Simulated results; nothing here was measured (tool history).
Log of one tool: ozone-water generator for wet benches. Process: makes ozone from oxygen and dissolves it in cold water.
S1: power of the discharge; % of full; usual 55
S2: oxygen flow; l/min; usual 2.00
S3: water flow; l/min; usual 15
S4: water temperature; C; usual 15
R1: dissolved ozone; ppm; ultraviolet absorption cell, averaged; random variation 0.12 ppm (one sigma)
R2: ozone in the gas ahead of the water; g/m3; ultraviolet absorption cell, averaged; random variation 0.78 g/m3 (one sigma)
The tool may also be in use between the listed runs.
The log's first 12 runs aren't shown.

run   hour  S1    S2  S3  S4    R1     R2
 13  389.8  55  2.00  15  15   9.4  115.9
 14  431.2  55  2.00  15  15   9.4  117.9
 15  466.5  55  2.00  15  15   9.2  115.4
 16  518.5  55  2.00  15  15   9.3  115.9
 17  542.6  55  2.00  15  15   9.5  117.8
 18  578.3  65  2.00  13  12  12.2  130.9
 19  602.6  55  2.00  15   7  10.0  115.6
 20  655.2  55  2.00  15   7  10.0  114.6
 21  709.8  55  2.00  15   7  10.0  115.7
 22  732.9  55  2.00  15   7   9.8  115.1
 23  776.6  60  2.69  16   8  10.8  109.6
 24  799.5  49  2.00  13  12   9.9  107.6
 25  827.4  55  2.00  16  15   8.8  115.4
 26  858.4  55  2.00  16  15   8.8  117.2
 27  911.0  60  1.81  14  15  10.4  128.0

Forecast run 28:
 28  934.4  60  1.81  14  15   ?   ?

R1: 10.3 ppm
R2: 127.8 g/m3
Without the tool's hidden state the same run would have given R1 11.0 ppm, R2 132.7 g/m3.

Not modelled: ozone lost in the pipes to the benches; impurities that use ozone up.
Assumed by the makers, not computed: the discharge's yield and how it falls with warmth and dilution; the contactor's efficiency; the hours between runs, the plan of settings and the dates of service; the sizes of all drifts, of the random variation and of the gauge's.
